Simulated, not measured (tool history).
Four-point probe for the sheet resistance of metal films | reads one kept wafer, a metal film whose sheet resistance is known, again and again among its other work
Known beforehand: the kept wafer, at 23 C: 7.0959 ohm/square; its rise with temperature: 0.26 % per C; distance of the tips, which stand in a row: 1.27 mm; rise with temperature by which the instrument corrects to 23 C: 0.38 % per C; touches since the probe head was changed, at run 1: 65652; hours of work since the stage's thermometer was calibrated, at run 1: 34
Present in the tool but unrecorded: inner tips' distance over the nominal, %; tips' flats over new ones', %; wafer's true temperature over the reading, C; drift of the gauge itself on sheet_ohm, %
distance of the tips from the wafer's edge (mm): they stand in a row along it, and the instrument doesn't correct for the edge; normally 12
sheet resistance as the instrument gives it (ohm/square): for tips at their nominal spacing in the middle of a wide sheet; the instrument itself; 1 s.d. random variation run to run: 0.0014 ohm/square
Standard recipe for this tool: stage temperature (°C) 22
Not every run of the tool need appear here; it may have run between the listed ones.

run,hour,stage temperature (°C),distance of the tips from the wafer's edge (mm),touches since the probe head was changed,hours of work since the stage's thermometer was calibrated,sheet resistance as the instrument gives it (ohm/square)
1,0,22,12,65652,34,7.191021
2,38.8,22,12,67636,64,7.192646
3,84.9,22,12,70001,101,7.193327
4,106,22,12,71079,117,7.194246
5,145.7,22,12,73114,148,7.194178
6,168.6,22,12,74286,166,7.194293
7,199.5,22,13,75867,191,7.189227
8,222.5,18,4,77043,209,7.559369
9,252.7,29,27,78589,232,7.102426
10,278.2,29,15,79898,253,7.124229
11,303.1,32,3,81169,272,7.686451
12,348.1,32,3,83475,308,7.688018
13,393.6,23,23,85804,343,7.161888
14,433.6,23,21,87851,375,7.164754

Below are 5 alternative next runs, each starting from the tool's condition after run 14. Predict each:
A,474.7,30,67,89958,407,?
B,474.7,28,18,89958,407,?
C,474.7,18,75,89958,407,?
D,474.7,23,8,89958,407,?
E,474.7,32,18,89958,407,?

run,sheet resistance as the instrument gives it (ohm/square)
A,7.093277
B,7.129119
C,7.194761
D,7.249026
E,7.094539
With the hidden condition removed and each run's random variation left untouched, the same runs would have given:
run,sheet resistance as the instrument gives it (ohm/square)
A,7.039513
B,7.075079
C,7.140142
D,7.194086
E,7.040788

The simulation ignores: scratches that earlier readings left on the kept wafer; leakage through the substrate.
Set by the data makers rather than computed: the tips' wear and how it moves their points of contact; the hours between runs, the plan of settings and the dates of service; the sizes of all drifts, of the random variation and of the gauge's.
